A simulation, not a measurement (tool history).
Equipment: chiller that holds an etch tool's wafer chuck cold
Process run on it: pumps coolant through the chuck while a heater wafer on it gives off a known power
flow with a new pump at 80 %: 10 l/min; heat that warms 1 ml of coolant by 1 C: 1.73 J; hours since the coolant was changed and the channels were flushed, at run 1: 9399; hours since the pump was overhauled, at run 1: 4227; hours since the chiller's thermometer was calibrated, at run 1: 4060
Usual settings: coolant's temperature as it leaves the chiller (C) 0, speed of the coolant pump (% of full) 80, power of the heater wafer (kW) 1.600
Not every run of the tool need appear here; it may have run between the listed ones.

run    hour  coolant's temperature as it leaves the chiller (C)  speed of the coolant pump (% of full)  power of the heater wafer (kW)  hours since the coolant was changed and the channels were flushed  hours since the pump was overhauled  hours since the chiller's thermometer was calibrated  chuck's temperature once it has settled (C)  how much warmer the coolant comes back (C)
  1     0.0                                                   0                                     80                           1.600                                                               9399                                 4227                                                  4060                                         13.8                                        6.05
  2    87.9                                                   0                                     80                           1.600                                                               9487                                 4315                                                  4148                                         13.9                                        6.05
  3   194.4                                                   0                                     80                           1.600                                                               9593                                 4421                                                  4255                                         13.9                                        6.02
  4   358.7                                                   0                                     80                           1.600                                                               9758                                 4586                                                  4419                                         13.9                                        6.02
  5   456.1                                                   0                                     88                           1.600                                                               9855                                 4683                                                  4516                                         13.2                                        5.50
      474.9  -- coolant changed, channels flushed
  6   546.1                                                   0                                     88                           1.600                                                                 71                                 4767                                                  4600                                         11.5                                        5.44
  7   743.5                                                   0                                     80                           1.600                                                                269                                 4964                                                  4798                                         12.3                                        6.07
  8   898.7                                                   0                                     80                           1.600                                                                424                                 5120                                                  4953                                         12.5                                        6.11
      966.5  -- chiller's thermometer calibrated
  9  1011.5                                                   0                                     80                           1.600                                                                536                                 5231                                                    45                                         12.8                                        6.10
 10  1215.3                                                   0                                     80                           2.396                                                                739                                 5435                                                   249                                         19.3                                        9.20
 11  1400.8                                                   0                                     80                           2.396                                                                925                                 5621                                                   434                                         19.3                                        9.25
 12  1534.4                                                   0                                     80                           2.396                                                               1058                                 5754                                                   568                                         19.6                                        9.24
 13  1685.5                                                   0                                     80                           2.396                                                               1210                                 5905                                                   719                                         19.5                                        9.28
 14  1868.6                                                   0                                     80                           2.396                                                               1393                                 6089                                                   902                                         19.5                                        9.33
 15  2063.9                                                   0                                     80                           1.600                                                               1588                                 6284                                                  1097                                         13.0                                        6.19
 16  2189.3                                                   0                                     72                           1.600                                                               1713                                 6409                                                  1223                                         14.1                                        6.94
 17  2286.0                                                  -7                                     74                           1.963                                                               1810                                 6506                                                  1319                                         10.0                                        8.29
 18  2478.3                                                  -7                                     74                           1.963                                                               2002                                 6698                                                  1512                                         10.2                                        8.35
 19  2592.9                                                   3                                     71                           1.172                                                               2117                                 6813                                                  1626                                         13.4                                        5.24
 20  2746.3                                                   0                                     80                           1.977                                                               2270                                 6966                                                  1780                                         16.3                                        7.83
 21  2894.3                                                   0                                     80                           1.036                                                               2418                                 7114                                                  1928                                          8.5                                        4.05
 22  3036.7                                                   0                                     80                           1.188                                                               2561                                 7257                                                  2070                                          9.7                                        4.74
 23  3173.0                                                   9                                     76                           1.573                                                               2697                                 7393                                                  2206                                         22.4                                        6.60
 24  3346.1                                                   9                                     76                           1.573                                                               2870                                 7566                                                  2380                                         22.5                                        6.54
 25  3469.5                                                  -8                                     80                           1.511                                                               2994                                 7689                                                  2503                                          4.7                                        6.04
 26  3598.6                                                  -9                                     81                           2.022                                                               3123                                 7819                                                  2632                                          8.0                                        8.01
 27  3711.7                                                  -9                                     81                           2.022                                                               3236                                 7932                                                  2745                                          7.9                                        8.05
 28  3902.5                                                   0                                     80                           1.250                                                               3427                                 8122                                                  2936                                         10.4                                        5.01
 29  4105.4                                                   9                                     65                           1.253                                                               3629                                 8325                                                  3139                                         20.9                                        6.28
 30  4236.7                                                   0                                     82                           1.600                                                               3761                                 8457                                                  3270                                         13.4                                        6.35
 31  4406.8                                                   0                                     82                           1.600                                                               3931                                 8627                                                  3440                                         13.2                                        6.31
 32  4537.7                                                  -2                                     82                           1.600                                                               4062                                 8758                                                  3571                                         11.3                                        6.38

4 ways to go on from here, each from the tool as it stands after run 32. What would each give?
  A  4637.9                                                   7                                     82                           1.600                                                               4162                                 8858                                                  3671                                            ?                                           ?
  B  4637.9                                                  -8                                     90                           1.600                                                               4162                                 8858                                                  3671                                            ?                                           ?
  C  4637.9                                                   8                                     61                           1.780                                                               4162                                 8858                                                  3671                                            ?                                           ?
  D  4637.9                                                   0                                     82                           0.823                                                               4162                                 8858                                                  3671                                            ?                                           ?

run  chuck's temperature once it has settled (C)  how much warmer the coolant comes back (C)
  A                                         20.2                                        6.40
  B                                          4.7                                        5.81
  C                                         26.0                                        9.55
  D                                          6.8                                        3.29
With no hidden state in the tool, these same runs would have given:
run  chuck's temperature once it has settled (C)  how much warmer the coolant comes back (C)
  A                                         18.8                                        5.44
  B                                          3.3                                        4.94
  C                                         23.9                                        8.11
  D                                          6.2                                        2.80
